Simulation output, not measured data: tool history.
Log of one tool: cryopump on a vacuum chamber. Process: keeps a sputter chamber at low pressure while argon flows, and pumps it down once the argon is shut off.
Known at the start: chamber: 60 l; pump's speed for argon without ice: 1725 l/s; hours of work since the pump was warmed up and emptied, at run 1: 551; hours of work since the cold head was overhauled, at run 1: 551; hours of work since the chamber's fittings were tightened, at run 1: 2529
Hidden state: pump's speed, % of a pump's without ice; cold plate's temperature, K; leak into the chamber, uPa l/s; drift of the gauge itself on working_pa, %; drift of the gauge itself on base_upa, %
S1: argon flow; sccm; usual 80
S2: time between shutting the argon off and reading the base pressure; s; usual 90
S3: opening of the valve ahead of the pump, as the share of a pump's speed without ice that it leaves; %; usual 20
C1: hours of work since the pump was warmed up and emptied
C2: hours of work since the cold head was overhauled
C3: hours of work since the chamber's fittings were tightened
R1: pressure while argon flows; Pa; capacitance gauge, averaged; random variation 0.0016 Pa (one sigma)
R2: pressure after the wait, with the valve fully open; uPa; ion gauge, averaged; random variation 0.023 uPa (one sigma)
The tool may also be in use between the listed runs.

| run | day | S1 | S2 | S3 | C1 | C2 | C3 | R1 | R2 |
|---|---|---|---|---|---|---|---|---|---|
| 1 | 0.000 | 80 | 90 | 20 | 551 | 551 | 2529 | 0.4058 | 1.03 |
| 2 | 0.908 | 80 | 90 | 20 | 565 | 565 | 2542 | 0.4064 | 1.07 |
| 3 | 1.388 | 80 | 90 | 20 | 572 | 572 | 2549 | 0.4076 | 1.03 |
| 4 | 2.104 | 80 | 90 | 20 | 583 | 583 | 2560 | 0.4077 | 1.05 |
| 5 | 2.996 | 80 | 90 | 27 | 596 | 596 | 2573 | 0.3068 | 1.11 |
| 6 | 3.821 | 36 | 90 | 20 | 608 | 608 | 2585 | 0.1838 | 1.00 |
| 7 | 4.375 | 95 | 90 | 20 | 616 | 616 | 2594 | 0.4873 | 1.04 |
| 8 | 5.271 | 95 | 90 | 20 | 629 | 629 | 2607 | 0.4859 | 1.06 |
| 9 | 5.704 | 40 | 90 | 20 | 636 | 636 | 2613 | 0.2046 | 1.07 |
| 10 | 6.604 | 40 | 90 | 20 | 649 | 649 | 2627 | 0.2059 | 1.06 |
| 11 | 7.379 | 40 | 90 | 21 | 660 | 660 | 2638 | 0.1961 | 1.06 |
| 12 | 8.317 | 80 | 90 | 31 | 674 | 674 | 2652 | 0.2717 | 1.04 |
| 13 | 8.925 | 56 | 50 | 20 | 683 | 683 | 2661 | 0.2869 | 1.58 |
| 14 | 9.321 | 56 | 50 | 20 | 689 | 689 | 2667 | 0.2889 | 1.52 |
| 15 | 10.133 | 56 | 33 | 42 | 701 | 701 | 2679 | 0.1448 | 2.12 |
| 16 | 10.962 | 154 | 33 | 42 | 714 | 714 | 2691 | 0.4002 | 2.10 |
| 17 | 11.771 | 87 | 25 | 42 | 725 | 725 | 2703 | 0.2259 | 2.66 |
| 18 | 12.208 | 80 | 90 | 33 | 732 | 732 | 2710 | 0.2590 | 1.11 |
| 19 | 12.629 | 80 | 98 | 33 | 738 | 738 | 2716 | 0.2579 | 1.04 |
| 20 | 13.288 | 93 | 90 | 20 | 748 | 748 | 2725 | 0.4812 | 1.09 |

Run 21 comes next. What will it give?
| 21 | 13.967 | 93 | 90 | 20 | 758 | 758 | 2736 | ? | ? |

{"run 21": {"R1": 0.482, "R2": 1.11}}
Without the tool's hidden state the same run would have given R1 0.4553 Pa, R2 0.79 uPa.

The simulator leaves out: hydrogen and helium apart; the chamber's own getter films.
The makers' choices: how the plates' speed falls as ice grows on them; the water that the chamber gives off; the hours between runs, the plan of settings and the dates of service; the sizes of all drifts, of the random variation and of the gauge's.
